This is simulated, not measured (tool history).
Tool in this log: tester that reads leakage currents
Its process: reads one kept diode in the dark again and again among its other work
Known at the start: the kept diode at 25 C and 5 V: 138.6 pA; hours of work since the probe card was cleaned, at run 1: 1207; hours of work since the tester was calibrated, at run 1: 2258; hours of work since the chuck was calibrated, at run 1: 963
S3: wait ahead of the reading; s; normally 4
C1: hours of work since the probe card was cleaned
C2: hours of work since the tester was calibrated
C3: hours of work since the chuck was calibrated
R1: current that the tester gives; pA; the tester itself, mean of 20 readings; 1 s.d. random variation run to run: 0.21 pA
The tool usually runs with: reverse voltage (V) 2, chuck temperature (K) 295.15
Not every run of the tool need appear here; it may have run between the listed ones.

run 1 hour=0 | reverse_voltage_(V)=2 chuck_temperature_(K)=295.15 S3=4 | C1=1207 C2=2258 C3=963 | R1=67.27
run 2 hour=48.8 | reverse_voltage_(V)=2 chuck_temperature_(K)=295.15 S3=4 | C1=1238 C2=2289 C3=994 | R1=67.33
run 3 hour=107.8 | reverse_voltage_(V)=2 chuck_temperature_(K)=295.15 S3=4 | C1=1275 C2=2326 C3=1031 | R1=66.83
run 4 hour=159.2 | reverse_voltage_(V)=1.01 chuck_temperature_(K)=295.15 S3=4 | C1=1308 C2=2359 C3=1064 | R1=48.04
run 5 hour=211.6 | reverse_voltage_(V)=1.01 chuck_temperature_(K)=295.15 S3=4 | C1=1341 C2=2392 C3=1097 | R1=48.17
run 6 hour=279.6 | reverse_voltage_(V)=1.01 chuck_temperature_(K)=295.15 S3=4 | C1=1384 C2=2435 C3=1140 | R1=48.18
run 7 hour=335.8 | reverse_voltage_(V)=1.01 chuck_temperature_(K)=295.15 S3=4 | C1=1419 C2=2471 C3=1176 | R1=47.69
run 8 hour=367.7 | reverse_voltage_(V)=1.01 chuck_temperature_(K)=295.15 S3=4 | C1=1440 C2=2491 C3=1196 | R1=47.83
run 9 hour=409.5 | reverse_voltage_(V)=1.01 chuck_temperature_(K)=295.15 S3=4 | C1=1466 C2=2517 C3=1222 | R1=48.15
run 10 hour=450.7 | reverse_voltage_(V)=1.01 chuck_temperature_(K)=295.15 S3=4 | C1=1492 C2=2543 C3=1248 | R1=47.65
run 11 hour=498.2 | reverse_voltage_(V)=1.01 chuck_temperature_(K)=295.15 S3=4 | C1=1522 C2=2573 C3=1278 | R1=47.59
run 12 hour=548.8 | reverse_voltage_(V)=1.01 chuck_temperature_(K)=295.15 S3=4 | C1=1554 C2=2605 C3=1310 | R1=47.56
run 13 hour=617.9 | reverse_voltage_(V)=7.83 chuck_temperature_(K)=295.15 S3=4 | C1=1598 C2=2649 C3=1354 | R1=129.69
run 14 hour=671.6 | reverse_voltage_(V)=7.83 chuck_temperature_(K)=295.15 S3=4 | C1=1632 C2=2683 C3=1388 | R1=128.78
run 15 hour=726.2 | reverse_voltage_(V)=7.83 chuck_temperature_(K)=295.15 S3=4 | C1=1666 C2=2718 C3=1423 | R1=129.19
run 16 hour=762.1 | reverse_voltage_(V)=7.83 chuck_temperature_(K)=295.15 S3=4 | C1=1689 C2=2740 C3=1445 | R1=128.87
run 17 hour=796.5 | reverse_voltage_(V)=7.83 chuck_temperature_(K)=295.15 S3=4 | C1=1711 C2=2762 C3=1467 | R1=128.97
run 18 hour=860.2 | reverse_voltage_(V)=7.83 chuck_temperature_(K)=295.15 S3=4 | C1=1751 C2=2802 C3=1507 | R1=128.9
run 19 hour=922.5 | reverse_voltage_(V)=7.83 chuck_temperature_(K)=295.15 S3=4 | C1=1791 C2=2842 C3=1547 | R1=128.77
-- hour=951.3 tester calibrated
run 20 hour=953.5 | reverse_voltage_(V)=7.83 chuck_temperature_(K)=295.15 S3=4 | C1=1809 C2=1 C3=1565 | R1=130.37
run 21 hour=994.8 | reverse_voltage_(V)=1.21 chuck_temperature_(K)=312.15 S3=4 | C1=1835 C2=28 C3=1591 | R1=225.26
run 22 hour=1023.6 | reverse_voltage_(V)=9.72 chuck_temperature_(K)=295.15 S3=4 | C1=1853 C2=46 C3=1610 | R1=145.29
run 23 hour=1090 | reverse_voltage_(V)=1.97 chuck_temperature_(K)=295.15 S3=0.79 | C1=1895 C2=88 C3=1652 | R1=65.77
run 24 hour=1146.5 | reverse_voltage_(V)=1.97 chuck_temperature_(K)=295.15 S3=0.79 | C1=1931 C2=124 C3=1687 | R1=65.74
run 25 hour=1177.9 | reverse_voltage_(V)=3.26 chuck_temperature_(K)=310.15 S3=2.06 | C1=1951 C2=143 C3=1707 | R1=303.05
run 26 hour=1245.5 | reverse_voltage_(V)=4.77 chuck_temperature_(K)=294.15 S3=5.96 | C1=1994 C2=186 C3=1750 | R1=93.07
run 27 hour=1302.6 | reverse_voltage_(V)=4.77 chuck_temperature_(K)=294.15 S3=5.96 | C1=2030 C2=222 C3=1786 | R1=92.76
run 28 hour=1337.7 | reverse_voltage_(V)=4.77 chuck_temperature_(K)=294.15 S3=5.96 | C1=2052 C2=245 C3=1808 | R1=92.23
run 29 hour=1405.2 | reverse_voltage_(V)=4.77 chuck_temperature_(K)=294.15 S3=5.96 | C1=2095 C2=287 C3=1851 | R1=92.51
run 30 hour=1470.9 | reverse_voltage_(V)=4.77 chuck_temperature_(K)=294.15 S3=5.96 | C1=2136 C2=329 C3=1893 | R1=92.01
run 31 hour=1537.8 | reverse_voltage_(V)=16.07 chuck_temperature_(K)=300.15 S3=9.49 | C1=2179 C2=371 C3=1935 | R1=282.49
run 32 hour=1573.5 | reverse_voltage_(V)=3.67 chuck_temperature_(K)=306.15 S3=4 | C1=2201 C2=394 C3=1958 | R1=225.69
run 33 hour=1632.8 | reverse_voltage_(V)=3.67 chuck_temperature_(K)=310.15 S3=1.68 | C1=2239 C2=431 C3=1995 | R1=313.94
run 34 hour=1696.1 | reverse_voltage_(V)=9.03 chuck_temperature_(K)=311.15 S3=0.42 | C1=2279 C2=471 C3=2035 | R1=528.46
-- hour=1718.9 chuck's temperature calibrated
run 35 hour=1728 | reverse_voltage_(V)=8.55 chuck_temperature_(K)=317.15 S3=4 | C1=2298 C2=490 C3=6 | R1=907.55
run 36 hour=1780.4 | reverse_voltage_(V)=8.55 chuck_temperature_(K)=317.15 S3=4 | C1=2331 C2=523 C3=39 | R1=904.63
run 37 hour=1830.4 | reverse_voltage_(V)=4.5 chuck_temperature_(K)=293.15 S3=0.34 | C1=2363 C2=555 C3=71 | R1=92.04
run 38 hour=1882.2 | reverse_voltage_(V)=14.52 chuck_temperature_(K)=295.15 S3=4.09 | C1=2395 C2=588 C3=103 | R1=197.2

Some steps in R1, run to run, broken into two amounts with sign: the step expected even without the hidden condition (settings, incoming material, random variation), and the rest, left for the hidden condition together with whatever gauge scatter is not in both the measured and the hidden-condition-free result:
Hidden state at play: stray current of the dirty probe card, pA a volt; current scale over the true one, %; true chuck temperature over the reading, C; drift of the gauge itself on leakage_pa, %.
Run 24 -> 25: reverse voltage (V) 1.97 -> 3.26, chuck temperature (K) 295.15 -> 310.15, S3 0.79 -> 2.06. R1 +237.31 pA: hidden state -16.94, all else +254.25.
Run 25 -> 26: reverse voltage (V) 3.26 -> 4.77, chuck temperature (K) 310.15 -> 294.15, S3 2.06 -> 5.96. R1 -209.98 pA: hidden state +18.29, all else -228.27.
Run 34 -> 35: reverse voltage (V) 9.03 -> 8.55, chuck temperature (K) 311.15 -> 317.15, S3 0.42 -> 4, chuck's temperature calibrated. R1 +379.09 pA: hidden state +53.46, all else +325.63.
Run 36 -> 37: reverse voltage (V) 8.55 -> 4.5, chuck temperature (K) 317.15 -> 293.15, S3 4 -> 0.34. R1 -812.59 pA: hidden state -6.51, all else -806.08.

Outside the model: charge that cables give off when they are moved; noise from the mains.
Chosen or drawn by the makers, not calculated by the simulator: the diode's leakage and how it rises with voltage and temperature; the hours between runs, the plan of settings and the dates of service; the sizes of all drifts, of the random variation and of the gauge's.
